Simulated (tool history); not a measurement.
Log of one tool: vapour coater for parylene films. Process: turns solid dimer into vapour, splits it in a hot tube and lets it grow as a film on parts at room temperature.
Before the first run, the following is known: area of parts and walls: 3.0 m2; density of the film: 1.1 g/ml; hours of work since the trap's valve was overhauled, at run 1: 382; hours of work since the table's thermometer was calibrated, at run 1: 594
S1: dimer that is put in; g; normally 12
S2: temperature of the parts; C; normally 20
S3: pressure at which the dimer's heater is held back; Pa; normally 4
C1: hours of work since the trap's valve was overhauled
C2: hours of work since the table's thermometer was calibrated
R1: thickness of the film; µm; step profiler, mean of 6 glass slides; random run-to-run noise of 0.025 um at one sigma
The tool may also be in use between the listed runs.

run	hour	S1	S2	S3	C1	C2	R1
1	0	12	20	4	382	594	1.79
# hour 11.2: trap's valve overhauled
2	27.6	12	20	6.39	15	615	1.82
3	49.4	12	20	4	34	634	1.98
4	65.5	12	20	4	49	649	1.97
5	77.2	12	20	4	59	659	1.96
6	88.6	12	20	4	69	670	1.97
7	106.8	12	20	4	86	686	1.9
8	120.5	12	20	4	98	698	1.91
9	136.6	12	23	4	112	713	1.7
10	157.6	12	23	4	131	731	1.7
11	172	12	20	4	144	744	1.9
12	185.4	12	20	4	156	756	1.89
13	196.2	14	20	4	166	766	2.25
14	209.1	14	20	4	177	777	2.15
15	229.6	14	20	4	196	796	2.23
16	248.7	12	20	4	213	813	1.87
17	270.6	12	20	4	232	832	1.86
18	287.1	12	20	4	247	847	1.89
19	299.2	12	20	4	258	858	1.86
20	320.4	12	20	4	277	877	1.84
21	343.7	18	20	4.32	298	898	2.73
22	364.5	7	27	3.55	316	917	0.81
23	388.6	12	14	2.27	338	938	2.59
24	405.5	12	14	2.27	353	953	2.61
25	428.9	15	14	2.51	374	974	3.21
26	442	13	32	4.09	386	986	1.13
# hour 448.2: trap's valve overhauled
27	460.9	19	25	9.06	11	999	2.24
28	475.6	19	27	3.46	25	1012	2.33
29	488.4	19	27	3.46	36	1024	2.33
30	501.4	5	20	3.46	48	1036	0.83
31	522.3	5	20	3.46	66	1054	0.85
32	543.5	5	20	3.46	85	1073	0.81
33	568.3	9	16	3.46	108	1095	1.79
34	584.6	9	16	3.46	122	1110	1.8
35	602.4	8	13	3.44	138	1126	1.76
36	617.6	10	29	3.62	152	1140	1.07
37	642.3	10	29	3.62	174	1162	1.07
38	665.4	12	20	8.15	194	1182	1.72
39	681.7	12	20	8.15	209	1197	1.7

Branching from run 39: 5 alternative next runs. What would each branch give?
A	699.8	5	20	2.97	225	1213	?
B	699.8	22	20	4	225	1213	?
C	699.8	6	31	4.22	225	1213	?
D	699.8	12	25	8.15	225	1213	?
E	699.8	12	26	4	225	1213	?

run	R1
A	0.81
B	3.5
C	0.56
D	1.37
E	1.4
Without the tool's unlogged condition, the same runs would have read:
run	R1
A	0.84
B	3.59
C	0.57
D	1.41
E	1.44
